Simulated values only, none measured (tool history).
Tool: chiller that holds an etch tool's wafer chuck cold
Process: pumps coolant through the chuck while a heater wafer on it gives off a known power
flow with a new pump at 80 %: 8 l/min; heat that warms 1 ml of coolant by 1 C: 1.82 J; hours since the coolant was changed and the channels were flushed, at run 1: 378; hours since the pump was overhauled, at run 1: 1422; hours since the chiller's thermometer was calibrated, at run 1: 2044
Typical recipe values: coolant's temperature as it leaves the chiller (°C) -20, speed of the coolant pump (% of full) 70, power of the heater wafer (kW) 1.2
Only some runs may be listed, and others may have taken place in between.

run,hour,coolant's temperature as it leaves the chiller (°C),speed of the coolant pump (% of full),power of the heater wafer (kW),hours since the coolant was changed and the channels were flushed,hours since the pump was overhauled,hours since the chiller's thermometer was calibrated,chuck's temperature once it has settled (°C),how much warmer the coolant comes back (C)
1,0,-20,70,1.2,378,1422,2044,-10.2,5.8
2,107.8,-20,70,1.2,486,1530,2152,-10.2,5.87
3,204.1,-20,70,1.2,582,1626,2248,-10.3,5.79
4,269.9,-20,70,1.2,648,1692,2314,-10.2,5.85
5,369.4,-20,70,1.2,747,1791,2414,-10.1,5.81
6,464.5,-20,70,1.2,842,1886,2509,-10.1,5.84
7,590.3,-20,70,0.663,968,2012,2635,-14.7,3.19
8,688.9,-20,70,0.663,1067,2111,2733,-14.6,3.17
9,788.3,-20,70,0.663,1166,2210,2833,-14.6,3.24
10,908.3,-20,70,0.663,1286,2330,2953,-14.7,3.19
11,1025.4,-20,70,0.663,1403,2447,3070,-14.9,3.24
12,1150.1,-20,63,1.2,1528,2572,3194,-9.2,6.56
13,1237,-20,70,0.776,1615,2659,3281,-13.7,3.81

Forecast run 14:
14,1346.4,-20,70,1.2,1724,2768,3391,?,?

chuck's temperature once it has settled (°C): -10.1
how much warmer the coolant comes back (C): 5.94
The same run, on a tool lacking any hidden state, would have yielded chuck's temperature once it has settled (°C) -10, how much warmer the coolant comes back (C) 5.72.
